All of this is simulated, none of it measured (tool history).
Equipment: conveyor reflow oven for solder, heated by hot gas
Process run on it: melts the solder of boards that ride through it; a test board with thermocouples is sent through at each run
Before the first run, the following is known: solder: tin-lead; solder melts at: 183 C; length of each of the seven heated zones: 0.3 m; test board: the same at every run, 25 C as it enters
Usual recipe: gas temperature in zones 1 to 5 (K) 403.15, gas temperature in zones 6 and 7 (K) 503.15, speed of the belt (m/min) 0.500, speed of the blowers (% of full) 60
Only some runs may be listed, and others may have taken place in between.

run     day  gas temperature in zones 1 to 5 (K)  gas temperature in zones 6 and 7 (K)  speed of the belt (m/min)  speed of the blowers (% of full)  highest temperature of the board (K)  time above the solder's melting point (s)
  1   0.000                               403.15                                503.15                      0.500                                60                                482.75                                       44.7
  2   1.533                               403.15                                503.15                      0.438                                60                                487.15                                       56.7
      2.829  -- flux residue cleaned out of gas plates and filters
  3   3.267                               403.15                                503.15                      0.438                                60                                489.25                                       58.5
  4   4.646                               403.15                                514.15                      0.438                                60                                499.05                                       66.5
  5   5.712                               403.15                                514.15                      0.438                                86                                503.05                                       69.0
  6   6.825                               403.15                                514.15                      0.438                                86                                503.35                                       68.8
  7   7.938                               403.15                                514.15                      0.438                                77                                502.25                                       68.2
  8  10.225                               403.15                                514.15                      0.438                                77                                501.85                                       68.6
  9  12.458                               403.15                                494.15                      0.500                                60                                476.65                                       39.1
 10  13.654                               403.15                                503.15                      0.500                                50                                481.95                                       43.8
 11  15.579                               403.15                                503.15                      0.468                                60                                486.65                                       52.8
 12  16.817                               403.15                                503.15                      0.468                                60                                486.95                                       52.2
 13  18.167                               392.15                                503.15                      0.500                                60                                481.95                                       41.6
 14  19.925                               392.15                                511.15                      0.439                                80                                497.55                                       62.5
 15  21.171                               403.15                                511.15                      0.500                                65                                491.95                                       53.1
 16  23.054                               403.15                                511.15                      0.500                                65                                491.95                                       52.3
 17  25.496                               412.15                                503.15                      0.500                                58                                484.55                                       50.5
 18  26.988                               391.15                                503.15                      0.513                                68                                481.85                                       39.9
 19  28.488                               391.15                                503.15                      0.513                                68                                481.95                                       39.1
 20  31.062                               403.15                                503.15                      0.500                                62                                483.85                                       46.2
 21  33.183                               403.15                                503.15                      0.500                                62                                483.85                                       45.8
 22  34.525                               403.15                                503.15                      0.500                                62                                483.75                                       46.0
     35.692  -- flux residue cleaned out of gas plates and filters
     36.108  -- belt drive overhauled, speed set with a stopwatch
 23  36.108                               403.15                                503.15                      0.500                                62                                486.05                                       48.0
 24  38.292                               397.15                                503.15                      0.487                                88                                490.05                                       51.4

Alternative continuations, all from the tool just after run 24; predict every row:
  A  40.883                               403.15                                503.15                      0.500                                58                                     ?                                          ?
  B  40.883                               395.15                                503.15                      0.411                                54                                     ?                                          ?
  C  40.883                               408.15                                511.15                      0.588                                60                                     ?                                          ?

run  highest temperature of the board (K)  time above the solder's melting point (s)
  A                                485.05                                       46.3
  B                                489.55                                       59.4
  C                                486.85                                       41.3
Stripped of hidden state, with their random variation kept, the same runs would have yielded:
run  highest temperature of the board (K)  time above the solder's melting point (s)
  A                                484.25                                       45.8
  B                                488.65                                       58.7
  C                                486.25                                       40.8
